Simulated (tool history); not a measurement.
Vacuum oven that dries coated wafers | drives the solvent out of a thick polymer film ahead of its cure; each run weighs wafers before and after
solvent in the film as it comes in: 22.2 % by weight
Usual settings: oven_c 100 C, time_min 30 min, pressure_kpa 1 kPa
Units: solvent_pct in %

run	hour	oven_c	time_min	pressure_kpa	solvent_pct
1	0	100	30	1	2.72
2	21.6	100	30	1	2.75
3	54.8	100	30	1	2.68
4	85.9	100	30	1	2.74
5	120.3	100	30	0.9	2.72
6	138.8	100	30	0.9	2.74
7	168.9	100	30	0.9	2.68
8	197.2	106	30	1	1.38
9	226.5	100	30	1	2.78
10	242.4	100	30	2.16	3.2
11	273.7	100	30	1	2.74
12	307.2	100	30	1	2.75
13	324.1	100	30	1	2.71
# hour 327.5: vacuum gauge cleaned of residue and calibrated
14	350.9	100	30	1	2.73
15	382.8	113	43	3.89	1.12
16	417.3	113	43	3.89	1.19
17	449.1	113	43	3.89	1.18
18	467.8	113	43	3.89	1.13
# hour 481.9: vacuum gauge cleaned of residue and calibrated, once more
19	489.3	113	43	3.89	1.1
20	518	113	43	3.89	1.14
21	536.2	88	33	0.54	6.15
22	558.7	92	33	0.54	4.58
23	588	108	17	3.26	3.92
24	615.1	89	30	2.68	7.36
25	634.1	89	30	2.68	7.38
26	665	101	19	3.87	5.81

4 ways to go on from here, each from the tool as it stands after run 26. What would each give?
A	681	104	30	2.68	?
B	681	100	16	0.76	?
C	681	101	29	1.94	?
D	681	100	22	0.8	?

run	solvent_pct
A	2.38
B	6.34
C	3.05
D	4.36
Without the tool's hidden state the same runs would have given:
run	solvent_pct
A	2.29
B	6.18
C	2.93
D	4.21

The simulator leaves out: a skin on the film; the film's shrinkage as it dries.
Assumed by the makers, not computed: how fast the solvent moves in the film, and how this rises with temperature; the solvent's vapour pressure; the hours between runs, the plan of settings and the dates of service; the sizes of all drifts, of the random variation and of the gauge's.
